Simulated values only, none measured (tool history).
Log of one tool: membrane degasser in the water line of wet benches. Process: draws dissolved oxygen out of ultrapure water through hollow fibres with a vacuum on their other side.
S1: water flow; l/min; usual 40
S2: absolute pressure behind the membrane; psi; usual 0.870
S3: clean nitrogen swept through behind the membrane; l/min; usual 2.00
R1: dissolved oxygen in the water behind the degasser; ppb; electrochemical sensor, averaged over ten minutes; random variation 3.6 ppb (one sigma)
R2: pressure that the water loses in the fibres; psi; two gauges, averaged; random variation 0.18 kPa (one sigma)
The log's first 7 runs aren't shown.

Run 8, hour 264.4: usual settings. Result: R1 381.1 ppb, R2 5.204 psi.
Run 9, hour 288.0: usual settings. Result: R1 385.7 ppb, R2 5.239 psi.
Run 10, hour 311.9: usual settings. Result: R1 377.1 ppb, R2 5.256 psi.
Run 11, hour 338.9: usual settings but S3 4.74 l/min. Result: R1 310.5 ppb, R2 5.262 psi.
At hour 378.8: vacuum gauge calibrated, once more.
Run 12, hour 378.8: usual settings but S3 4.74 l/min. Result: R1 303.4 ppb, R2 5.216 psi.
Run 13, hour 402.6: usual settings but S3 4.74 l/min. Result: R1 305.0 ppb, R2 5.221 psi.
Run 14, hour 427.6: usual settings but S3 4.74 l/min. Result: R1 306.2 ppb, R2 5.229 psi.
Run 15, hour 481.0: usual settings but S1 63 l/min. Result: R1 654.8 ppb, R2 8.192 psi.
Run 16, hour 517.4: usual settings but S1 34 l/min. Result: R1 293.7 ppb, R2 4.451 psi.
Run 17, hour 560.4: usual settings but S1 34 l/min. Result: R1 293.9 ppb, R2 4.438 psi.
Run 18, hour 584.1: usual settings but S1 26 l/min, S2 0.788 psi, S3 1.45 l/min. Result: R1 205.1 ppb, R2 3.398 psi.
Run 19, hour 634.9: usual settings but S1 38 l/min, S2 0.612 psi, S3 1.61 l/min. Result: R1 289.7 ppb, R2 4.978 psi.
Run 20, hour 672.0: usual settings but S1 28 l/min, S2 1.800 psi, S3 1.01 l/min. Result: R1 632.9 ppb, R2 3.664 psi.
Run 21, hour 719.4: usual settings but S1 28 l/min, S2 1.800 psi, S3 1.01 l/min. Result: R1 630.4 ppb, R2 3.623 psi.
Run 22, hour 753.8: usual settings but S1 28 l/min, S2 1.800 psi, S3 1.01 l/min. Result: R1 639.2 ppb, R2 3.674 psi.
Run 23, hour 809.6: usual settings but S2 1.271 psi, S3 4.49 l/min. Result: R1 368.0 ppb, R2 5.201 psi.
Run 24, hour 860.7: usual settings but S1 43 l/min, S2 1.271 psi, S3 3.95 l/min. Result: R1 424.7 ppb, R2 5.633 psi.
Run 25, hour 894.7: usual settings but S1 45 l/min, S3 3.08 l/min. Result: R1 396.7 ppb, R2 5.944 psi.
Run 26, hour 918.3: usual settings but S1 32 l/min, S2 1.099 psi, S3 3.08 l/min. Result: R1 279.8 ppb, R2 4.181 psi.
Run 27, hour 970.4: usual settings but S1 32 l/min, S2 1.099 psi, S3 3.08 l/min. Result: R1 280.7 ppb, R2 4.212 psi.
Run 28, hour 1008.0: usual settings but S1 34 l/min, S2 0.692 psi, S3 4.99 l/min. Result: R1 221.5 ppb, R2 4.472 psi.
Run 29, hour 1060.5: usual settings but S1 34 l/min, S2 1.997 psi, S3 2.33 l/min. Result: R1 522.6 ppb, R2 4.483 psi.
Run 30, hour 1119.2: usual settings but S1 39 l/min, S2 0.980 psi, S3 2.33 l/min. Result: R1 376.9 ppb, R2 5.104 psi.
Run 31, hour 1173.8: usual settings but S1 34 l/min, S2 1.102 psi, S3 2.33 l/min. Result: R1 335.5 ppb, R2 4.448 psi.

Forecast each of these 5 alternatives for the next run:
Run A, hour 1222.7: usual settings but S1 33 l/min, S2 1.102 psi, S3 2.33 l/min. Result: R1 ?, R2 ?.
Run B, hour 1222.7: usual settings but S1 42 l/min, S2 0.692 psi, S3 1.05 l/min. Result: R1 ?, R2 ?.
Run C, hour 1222.7: usual settings but S1 25 l/min, S2 0.862 psi, S3 4.21 l/min. Result: R1 ?, R2 ?.
Run D, hour 1222.7: usual settings but S1 51 l/min, S3 2.35 l/min. Result: R1 ?, R2 ?.
Run E, hour 1222.7: usual settings but S1 53 l/min, S2 1.275 psi, S3 0.91 l/min. Result: R1 ?, R2 ?.

run     R1     R2
  A  325.0  4.276
  B  391.9  5.549
  C  154.3  3.297
  D  492.8  6.673
  E  916.1  6.973
Without the tool's hidden state the same runs would have given:
run     R1     R2
  A  315.4  4.210
  B  380.6  5.465
  C  147.3  3.246
  D  477.2  6.570
  E  903.2  6.868
